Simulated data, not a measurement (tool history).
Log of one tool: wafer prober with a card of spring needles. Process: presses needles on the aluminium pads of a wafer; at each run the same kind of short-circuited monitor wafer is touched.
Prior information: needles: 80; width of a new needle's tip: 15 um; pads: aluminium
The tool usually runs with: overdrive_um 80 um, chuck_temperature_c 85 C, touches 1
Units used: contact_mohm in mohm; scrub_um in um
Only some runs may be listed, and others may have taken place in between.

| run | hour | overdrive_um | chuck_temperature_c | touches | contact_mohm | scrub_um |
|---|---|---|---|---|---|---|
| 1 | 0 | 80 | 85 | 1 | 286 | 9.82 |
|  | 8.4 | tips cleaned on abrasive film |
|  | 18.9 | tips cleaned on abrasive film |
|  | 27.4 | tips cleaned on abrasive film |
|  | 35.8 | tips cleaned on abrasive film |
|  | 46.3 | tips cleaned on abrasive film |
| 2 | 49.5 | 80 | 85 | 1 | 286 | 9.81 |
|  | 55.8 | tips cleaned on abrasive film |
|  | 64.2 | tips cleaned on abrasive film |
|  | 74.7 | tips cleaned on abrasive film |
|  | 83.2 | tips cleaned on abrasive film |
| 3 | 84.8 | 80 | 72 | 1 | 283 | 9.78 |
|  | 93.3 | tips cleaned on abrasive film |
|  | 101.7 | tips cleaned on abrasive film |
|  | 112.2 | tips cleaned on abrasive film |
|  | 122.7 | tips cleaned on abrasive film |
| 4 | 129.2 | 80 | 72 | 1 | 280 | 9.78 |
|  | 131.3 | tips cleaned on abrasive film |
|  | 135.8 | height of the first contact set anew |
|  | 140.1 | tips cleaned on abrasive film |
|  | 150.6 | tips cleaned on abrasive film |
|  | 161.1 | tips cleaned on abrasive film |
|  | 169.5 | tips cleaned on abrasive film |
|  | 180 | tips cleaned on abrasive film |
| 5 | 182.2 | 82 | 85 | 1 | 285 | 10.01 |
|  | 188.5 | tips cleaned on abrasive film |
|  | 197 | tips cleaned on abrasive film |
|  | 207.5 | tips cleaned on abrasive film |
|  | 218 | tips cleaned on abrasive film |
| 6 | 222 | 82 | 85 | 1 | 287 | 9.96 |
|  | 228.3 | tips cleaned on abrasive film |
|  | 238.8 | tips cleaned on abrasive film |
|  | 247.2 | tips cleaned on abrasive film |
|  | 257.7 | tips cleaned on abrasive film |
|  | 266.2 | tips cleaned on abrasive film |
|  | 274.6 | tips cleaned on abrasive film |
| 7 | 274.6 | 80 | 69 | 1 | 280 | 9.69 |
|  | 283.3 | tips cleaned on abrasive film |
|  | 291.8 | tips cleaned on abrasive film |
|  | 302.3 | tips cleaned on abrasive film |
|  | 310.7 | tips cleaned on abrasive film |
|  | 319.1 | tips cleaned on abrasive film |
|  | 327.6 | tips cleaned on abrasive film |
| 8 | 327.6 | 80 | 69 | 1 | 279 | 9.75 |
|  | 338.1 | tips cleaned on abrasive film |
|  | 346.5 | tips cleaned on abrasive film |
|  | 354.9 | tips cleaned on abrasive film |
|  | 363.4 | tips cleaned on abrasive film |
| 9 | 367.7 | 80 | 85 | 1 | 288 | 9.75 |
|  | 372 | tips cleaned on abrasive film |
|  | 380.4 | tips cleaned on abrasive film |
|  | 390.9 | tips cleaned on abrasive film |
|  | 399.3 | tips cleaned on abrasive film |
| 10 | 405 | 80 | 85 | 2 | 287 | 9.63 |
|  | 409.2 | tips cleaned on abrasive film |
|  | 417.6 | tips cleaned on abrasive film |
|  | 426.1 | tips cleaned on abrasive film |
|  | 434.5 | tips cleaned on abrasive film |
|  | 442.9 | tips cleaned on abrasive film |
|  | 453.4 | tips cleaned on abrasive film |
| 11 | 456.4 | 80 | 85 | 1 | 283 | 9.68 |
|  | 462.8 | tips cleaned on abrasive film |
|  | 473.3 | tips cleaned on abrasive film |
| 12 | 479.1 | 80 | 85 | 1 | 287 | 9.72 |
|  | 483.3 | tips cleaned on abrasive film |
|  | 485.7 | height of the first contact set anew |
|  | 492 | tips cleaned on abrasive film |
|  | 502.6 | tips cleaned on abrasive film |
|  | 511 | tips cleaned on abrasive film |
|  | 519.4 | tips cleaned on abrasive film |
|  | 527.8 | tips cleaned on abrasive film |
| 13 | 528 | 80 | 85 | 1 | 286 | 9.69 |
|  | 536.5 | tips cleaned on abrasive film |
|  | 544.9 | tips cleaned on abrasive film |
|  | 553.3 | tips cleaned on abrasive film |
|  | 561.7 | tips cleaned on abrasive film |
| 14 | 561.8 | 63 | 110 | 3 | 303 | 7.68 |
|  | 570.3 | tips cleaned on abrasive film |
|  | 578.7 | tips cleaned on abrasive film |
|  | 588.6 | tips cleaned on abrasive film |
| 15 | 588.6 | 79 | 85 | 2 | 287 | 9.46 |
|  | 599.1 | tips cleaned on abrasive film |
|  | 607.5 | tips cleaned on abrasive film |
|  | 615.9 | tips cleaned on abrasive film |
|  | 626.4 | tips cleaned on abrasive film |
| 16 | 630.6 | 75 | 34 | 2 | 272 | 8.97 |

The next listed run, before its measurement:
|  | 636.9 | tips cleaned on abrasive film |
|  | 645.3 | tips cleaned on abrasive film |
|  | 653.7 | tips cleaned on abrasive film |
|  | 664.3 | tips cleaned on abrasive film |
|  | 672.7 | tips cleaned on abrasive film |
| 17 | 678.7 | 75 | 34 | 2 | ? | ? |

{"run 17": {"contact_mohm": 274, "scrub_um": 9.08}}
The same run, on a tool lacking any hidden state, would have yielded contact_mohm 274 mohm, scrub_um 9.24 um.

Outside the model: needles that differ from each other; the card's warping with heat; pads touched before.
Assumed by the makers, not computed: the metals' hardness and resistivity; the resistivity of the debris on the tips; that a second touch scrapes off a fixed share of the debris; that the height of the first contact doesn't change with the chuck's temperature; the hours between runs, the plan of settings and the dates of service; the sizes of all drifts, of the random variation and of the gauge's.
